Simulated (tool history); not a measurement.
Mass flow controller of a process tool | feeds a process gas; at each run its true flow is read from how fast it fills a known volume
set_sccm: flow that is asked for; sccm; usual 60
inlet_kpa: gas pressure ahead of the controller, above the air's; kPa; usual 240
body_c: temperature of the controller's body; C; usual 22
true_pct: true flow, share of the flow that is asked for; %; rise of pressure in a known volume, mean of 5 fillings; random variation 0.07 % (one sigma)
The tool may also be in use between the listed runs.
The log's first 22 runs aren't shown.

run 23 hour=1249.3 | set_sccm=60 inlet_kpa=161 body_c=22 | true_pct=98.52
run 24 hour=1283 | set_sccm=163 inlet_kpa=147 body_c=22 | true_pct=100.34
run 25 hour=1352.4 | set_sccm=60 inlet_kpa=147 body_c=25 | true_pct=98.63
run 26 hour=1431.9 | set_sccm=60 inlet_kpa=147 body_c=24 | true_pct=98.52
run 27 hour=1505.8 | set_sccm=60 inlet_kpa=147 body_c=24 | true_pct=98.52
run 28 hour=1559.5 | set_sccm=60 inlet_kpa=147 body_c=24 | true_pct=98.47
run 29 hour=1591.5 | set_sccm=53 inlet_kpa=277 body_c=20 | true_pct=98.13
run 30 hour=1662.3 | set_sccm=53 inlet_kpa=277 body_c=20 | true_pct=98.17
run 31 hour=1706.7 | set_sccm=53 inlet_kpa=244 body_c=29 | true_pct=98.76
run 32 hour=1746.6 | set_sccm=42 inlet_kpa=240 body_c=22 | true_pct=97.75
run 33 hour=1788.4 | set_sccm=42 inlet_kpa=240 body_c=21 | true_pct=97.67
run 34 hour=1824.9 | set_sccm=54 inlet_kpa=194 body_c=35 | true_pct=98.99
run 35 hour=1884.6 | set_sccm=34 inlet_kpa=189 body_c=35 | true_pct=97.92
run 36 hour=1944.2 | set_sccm=34 inlet_kpa=189 body_c=35 | true_pct=98.05
run 37 hour=2021.9 | set_sccm=60 inlet_kpa=240 body_c=22 | true_pct=98.6
run 38 hour=2093.2 | set_sccm=60 inlet_kpa=240 body_c=31 | true_pct=99.14
run 39 hour=2170 | set_sccm=69 inlet_kpa=228 body_c=34 | true_pct=99.57
run 40 hour=2218.4 | set_sccm=69 inlet_kpa=157 body_c=34 | true_pct=99.51
run 41 hour=2262.8 | set_sccm=69 inlet_kpa=157 body_c=34 | true_pct=99.58
run 42 hour=2320.9 | set_sccm=89 inlet_kpa=194 body_c=22 | true_pct=99.27
run 43 hour=2393.4 | set_sccm=89 inlet_kpa=194 body_c=22 | true_pct=99.38

4 ways to go on from here, each from the tool as it stands after run 43. What would each give?
run A hour=2455.9 | set_sccm=60 inlet_kpa=240 body_c=27 | true_pct=?
run B hour=2455.9 | set_sccm=98 inlet_kpa=194 body_c=22 | true_pct=?
run C hour=2455.9 | set_sccm=36 inlet_kpa=243 body_c=34 | true_pct=?
run D hour=2455.9 | set_sccm=79 inlet_kpa=212 body_c=34 | true_pct=?

run=A true_pct=98.86
run=B true_pct=99.58
run=C true_pct=98.01
run=D true_pct=99.92
Without the tool's hidden state the same runs would have given:
run=A true_pct=98.48
run=B true_pct=98.62
run=C true_pct=98.62
run=D true_pct=99.17
